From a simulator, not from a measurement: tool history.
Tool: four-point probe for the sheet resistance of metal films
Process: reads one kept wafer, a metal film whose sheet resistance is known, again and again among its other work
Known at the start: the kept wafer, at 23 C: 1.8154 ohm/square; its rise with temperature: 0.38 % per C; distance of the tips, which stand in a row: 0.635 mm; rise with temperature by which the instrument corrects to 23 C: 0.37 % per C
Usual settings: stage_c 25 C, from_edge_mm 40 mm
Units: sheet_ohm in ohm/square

run	hour	stage_c	from_edge_mm	sheet_ohm
1	0.0	25	40	1.812371
2	72.4	25	40	1.811404
3	136.4	25	4	1.836356
4	218.3	25	4	1.835316
5	282.4	25	46	1.810367
6	341.2	25	40	1.809937
7	439.9	25	40	1.810028
8	483.8	25	40	1.809310
9	571.0	25	40	1.809776
10	615.9	30	40	1.809929
11	683.0	30	40	1.810097
12	769.5	24	4	1.832449
13	840.9	24	4	1.831745
14	928.1	24	4	1.832344
15	995.2	23	46	1.807151
16	1090.4	32	46	1.807794
17	1190.0	23	58	1.807221
18	1273.6	23	58	1.806235
19	1324.4	30	73	1.806529
20	1368.5	24	3	1.848053

Forecast each of these 3 alternatives for the next run:
A	1419.3	34	75	?
B	1419.3	29	6	?
C	1419.3	29	40	?

run	sheet_ohm
A	1.806483
B	1.817165
C	1.806362
Without the tool's hidden state the same runs would have given:
run	sheet_ohm
A	1.816601
B	1.827256
C	1.816399
